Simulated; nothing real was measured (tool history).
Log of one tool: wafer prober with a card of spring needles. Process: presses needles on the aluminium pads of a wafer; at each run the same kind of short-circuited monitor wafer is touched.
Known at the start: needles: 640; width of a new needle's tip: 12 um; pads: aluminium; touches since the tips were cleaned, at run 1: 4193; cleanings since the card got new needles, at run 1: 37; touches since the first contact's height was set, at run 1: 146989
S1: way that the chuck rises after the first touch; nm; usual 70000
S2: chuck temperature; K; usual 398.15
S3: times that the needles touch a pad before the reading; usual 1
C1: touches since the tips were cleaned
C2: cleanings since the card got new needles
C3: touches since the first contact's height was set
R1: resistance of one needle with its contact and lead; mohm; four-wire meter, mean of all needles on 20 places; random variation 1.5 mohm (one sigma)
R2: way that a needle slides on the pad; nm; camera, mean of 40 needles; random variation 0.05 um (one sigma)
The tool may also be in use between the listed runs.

{"run": 1, "hour": 0.0, "S1": 70000, "S2": 398.15, "S3": 1, "C1": 4193, "C2": 37, "C3": 146989, "R1": 161, "R2": 16340}
{"hour": 8.0, "done": "tips cleaned on abrasive film"}
{"run": 2, "hour": 8.6, "S1": 70000, "S2": 398.15, "S3": 1, "C1": 289, "C2": 38, "C3": 151086, "R1": 138, "R2": 16360}
{"run": 3, "hour": 18.4, "S1": 70000, "S2": 305.15, "S3": 1, "C1": 4985, "C2": 38, "C3": 155782, "R1": 158, "R2": 16330}
{"hour": 25.1, "done": "tips cleaned on abrasive film"}
{"run": 4, "hour": 33.2, "S1": 70000, "S2": 305.15, "S3": 1, "C1": 3872, "C2": 39, "C3": 162859, "R1": 155, "R2": 16300}
{"hour": 41.9, "done": "tips cleaned on abrasive film"}
{"run": 5, "hour": 48.6, "S1": 70000, "S2": 305.15, "S3": 1, "C1": 3216, "C2": 40, "C3": 170202, "R1": 149, "R2": 16350}
{"hour": 59.2, "done": "tips cleaned on abrasive film"}
{"run": 6, "hour": 67.9, "S1": 70000, "S2": 398.15, "S3": 1, "C1": 4212, "C2": 41, "C3": 179480, "R1": 167, "R2": 16230}
{"hour": 76.3, "done": "tips cleaned on abrasive film"}
{"run": 7, "hour": 81.9, "S1": 70000, "S2": 398.15, "S3": 1, "C1": 2661, "C2": 42, "C3": 186134, "R1": 158, "R2": 16180}
{"hour": 93.6, "done": "tips cleaned on abrasive film"}
{"run": 8, "hour": 98.4, "S1": 70000, "S2": 398.15, "S3": 1, "C1": 2305, "C2": 43, "C3": 194030, "R1": 154, "R2": 16270}
{"hour": 110.4, "done": "tips cleaned on abrasive film"}
{"run": 9, "hour": 115.8, "S1": 70000, "S2": 398.15, "S3": 1, "C1": 2584, "C2": 44, "C3": 202349, "R1": 155, "R2": 16220}
{"hour": 118.5, "done": "height of the first contact set anew"}
{"run": 10, "hour": 126.1, "S1": 70000, "S2": 398.15, "S3": 1, "C1": 7406, "C2": 44, "C3": 3641, "R1": 174, "R2": 16600}
{"hour": 127.2, "done": "tips cleaned on abrasive film"}
{"run": 11, "hour": 140.1, "S1": 70000, "S2": 398.15, "S3": 1, "C1": 6171, "C2": 45, "C3": 10302, "R1": 170, "R2": 16590}
{"hour": 143.8, "done": "tips cleaned on abrasive film"}
{"run": 12, "hour": 150.3, "S1": 70000, "S2": 398.15, "S3": 1, "C1": 3110, "C2": 46, "C3": 15170, "R1": 159, "R2": 16460}
{"hour": 161.0, "done": "tips cleaned on abrasive film"}
{"run": 13, "hour": 166.2, "S1": 70000, "S2": 377.15, "S3": 1, "C1": 2530, "C2": 47, "C3": 22797, "R1": 156, "R2": 16480}
{"hour": 178.2, "done": "tips cleaned on abrasive film"}
{"run": 14, "hour": 179.3, "S1": 70000, "S2": 398.15, "S3": 1, "C1": 517, "C2": 48, "C3": 29020, "R1": 141, "R2": 16450}
{"run": 15, "hour": 190.7, "S1": 70000, "S2": 398.15, "S3": 1, "C1": 6034, "C2": 48, "C3": 34537, "R1": 172, "R2": 16510}
{"hour": 195.5, "done": "tips cleaned on abrasive film"}
{"run": 16, "hour": 208.5, "S1": 51000, "S2": 398.15, "S3": 1, "C1": 6285, "C2": 49, "C3": 43041, "R1": 206, "R2": 12020}
{"hour": 212.8, "done": "tips cleaned on abrasive film"}
{"run": 17, "hour": 227.9, "S1": 78000, "S2": 306.15, "S3": 2, "C1": 7264, "C2": 50, "C3": 52334, "R1": 141, "R2": 18300}
{"hour": 229.7, "done": "tips cleaned on abrasive film"}
{"run": 18, "hour": 241.2, "S1": 57000, "S2": 398.15, "S3": 1, "C1": 5568, "C2": 51, "C3": 58677, "R1": 189, "R2": 13340}
{"hour": 246.0, "done": "tips cleaned on abrasive film"}
{"run": 19, "hour": 258.2, "S1": 62000, "S2": 398.15, "S3": 1, "C1": 5831, "C2": 52, "C3": 66776, "R1": 181, "R2": 14600}
{"hour": 263.8, "done": "tips cleaned on abrasive film"}
{"run": 20, "hour": 276.0, "S1": 53000, "S2": 398.15, "S3": 2, "C1": 5846, "C2": 53, "C3": 75283, "R1": 173, "R2": 12420}
{"hour": 281.3, "done": "tips cleaned on abrasive film"}
{"run": 21, "hour": 286.0, "S1": 54000, "S2": 345.15, "S3": 2, "C1": 2248, "C2": 54, "C3": 80069, "R1": 150, "R2": 12650}
{"run": 22, "hour": 295.5, "S1": 54000, "S2": 345.15, "S3": 2, "C1": 6812, "C2": 54, "C3": 84633, "R1": 169, "R2": 12630}
{"hour": 298.1, "done": "tips cleaned on abrasive film"}
{"run": 23, "hour": 308.3, "S1": 65000, "S2": 384.15, "S3": 3, "C1": 4911, "C2": 55, "C3": 90738, "R1": 146, "R2": 15230}
{"hour": 315.8, "done": "tips cleaned on abrasive film"}
{"run": 24, "hour": 321.7, "S1": 65000, "S2": 384.15, "S3": 3, "C1": 2840, "C2": 56, "C3": 97131, "R1": 142, "R2": 15350}
{"hour": 333.5, "done": "tips cleaned on abrasive film"}
{"run": 25, "hour": 339.8, "S1": 67000, "S2": 398.15, "S3": 1, "C1": 3032, "C2": 57, "C3": 105790, "R1": 161, "R2": 15670}
{"hour": 351.3, "done": "tips cleaned on abrasive film"}
{"run": 26, "hour": 352.7, "S1": 70000, "S2": 318.15, "S3": 1, "C1": 684, "C2": 58, "C3": 111966, "R1": 131, "R2": 16350}
{"run": 27, "hour": 366.5, "S1": 85000, "S2": 318.15, "S3": 1, "C1": 7324, "C2": 58, "C3": 118606, "R1": 155, "R2": 19920}
{"hour": 367.9, "done": "tips cleaned on abrasive film"}
{"run": 28, "hour": 376.7, "S1": 70000, "S2": 323.15, "S3": 1, "C1": 4266, "C2": 59, "C3": 123475, "R1": 161, "R2": 16360}
{"hour": 385.2, "done": "tips cleaned on abrasive film"}
{"run": 29, "hour": 391.2, "S1": 79000, "S2": 320.15, "S3": 1, "C1": 2889, "C2": 60, "C3": 130394, "R1": 145, "R2": 18540}
{"hour": 402.0, "done": "tips cleaned on abrasive film"}
{"run": 30, "hour": 404.4, "S1": 75000, "S2": 379.15, "S3": 2, "C1": 1142, "C2": 61, "C3": 136659, "R1": 138, "R2": 17620}
{"hour": 419.0, "done": "tips cleaned on abrasive film"}
{"run": 31, "hour": 423.8, "S1": 75000, "S2": 379.15, "S3": 2, "C1": 2293, "C2": 62, "C3": 145946, "R1": 140, "R2": 17440}
{"hour": 436.1, "done": "tips cleaned on abrasive film"}
{"run": 32, "hour": 436.3, "S1": 70000, "S2": 379.15, "S3": 2, "C1": 114, "C2": 63, "C3": 151944, "R1": 133, "R2": 16240}

Some steps in R1 between neighbouring runs. How much of each would the tool show without its hidden state too (settings, what came in, random variation), and how much is left for the hidden state, with any gauge scatter that isn't in both results?
The hidden state here: debris on the tips, nm; way that the needles fall short of the set height, um; tips' diameter, um; drift of the gauge itself on contact_mohm, %; drift of the gauge itself on scrub_um, %.
Run 2 -> 3: S2 398.15 -> 305.15. R1 +20 mohm: hidden state +33, all else -13.
Run 15 -> 16: S1 70000 -> 51000, tips cleaned on abrasive film. R1 +34 mohm: hidden state +31, all else +3.
Run 16 -> 17: S1 51000 -> 78000, S2 398.15 -> 306.15, S3 1 -> 2, tips cleaned on abrasive film. R1 -65 mohm: hidden state -45, all else -20.
Run 17 -> 18: S1 78000 -> 57000, S2 306.15 -> 398.15, S3 2 -> 1, tips cleaned on abrasive film. R1 +48 mohm: hidden state +30, all else +18.
